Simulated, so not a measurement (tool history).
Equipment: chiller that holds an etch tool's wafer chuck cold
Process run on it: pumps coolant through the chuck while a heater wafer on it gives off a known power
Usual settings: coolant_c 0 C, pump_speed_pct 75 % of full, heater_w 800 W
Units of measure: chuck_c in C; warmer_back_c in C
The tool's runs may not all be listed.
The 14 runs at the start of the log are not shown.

| run | hour | coolant_c | pump_speed_pct | heater_w | chuck_c | warmer_back_c |
|---|---|---|---|---|---|---|
| 15 | 1827.6 | 0 | 75 | 800 | 7.5 | 2.37 |
| 16 | 1938.9 | 0 | 75 | 800 | 7.6 | 2.42 |
| 17 | 2122.1 | 0 | 75 | 800 | 7.3 | 2.37 |
| 18 | 2311.4 | -5 | 70 | 577 | 0.4 | 1.85 |
|  | 2416.9 | chiller's thermometer calibrated |
| 19 | 2419 | -5 | 70 | 577 | 1.1 | 1.85 |
| 20 | 2569 | 1 | 83 | 538 | 6.1 | 1.49 |
| 21 | 2662.4 | -7 | 70 | 724 | 0.7 | 2.33 |
| 22 | 2783.8 | -7 | 70 | 724 | 0.8 | 2.37 |
| 23 | 2916.9 | 0 | 70 | 855 | 9.2 | 2.81 |
| 24 | 3086.1 | -4 | 75 | 624 | 2.3 | 1.9 |
| 25 | 3190.2 | -4 | 75 | 624 | 2.5 | 1.93 |
| 26 | 3350.5 | 0 | 63 | 800 | 9.5 | 2.93 |
| 27 | 3461.1 | 0 | 63 | 800 | 9.4 | 2.96 |
| 28 | 3548 | -7 | 97 | 997 | 1.5 | 2.4 |
| 29 | 3632.1 | -5 | 75 | 1045 | 5.8 | 3.21 |
| 30 | 3782.1 | -5 | 75 | 1045 | 5.9 | 3.21 |
| 31 | 3869.1 | 0 | 90 | 455 | 4.1 | 1.18 |
|  | 3894.6 | coolant changed, channels flushed |
| 32 | 3960.6 | 0 | 90 | 455 | 3.8 | 1.17 |
| 33 | 4091.4 | 5 | 75 | 803 | 12.6 | 2.51 |

Consider 3 possible next runs. They are alternatives, not a sequence: every one starts from the tool as it was left by run 33. What does each give?
| A | 4203.7 | 0 | 69 | 790 | ? | ? |
| B | 4203.7 | 5 | 75 | 1001 | ? | ? |
| C | 4203.7 | 5 | 92 | 803 | ? | ? |

| run | chuck_c | warmer_back_c |
|---|---|---|
| A | 8.2 | 2.64 |
| B | 14.7 | 3.13 |
| C | 11.5 | 2.02 |
With no hidden state in the tool, these same runs would have given:
| run | chuck_c | warmer_back_c |
|---|---|---|
| A | 7.7 | 2.41 |
| B | 14 | 2.86 |
| C | 11.1 | 1.84 |

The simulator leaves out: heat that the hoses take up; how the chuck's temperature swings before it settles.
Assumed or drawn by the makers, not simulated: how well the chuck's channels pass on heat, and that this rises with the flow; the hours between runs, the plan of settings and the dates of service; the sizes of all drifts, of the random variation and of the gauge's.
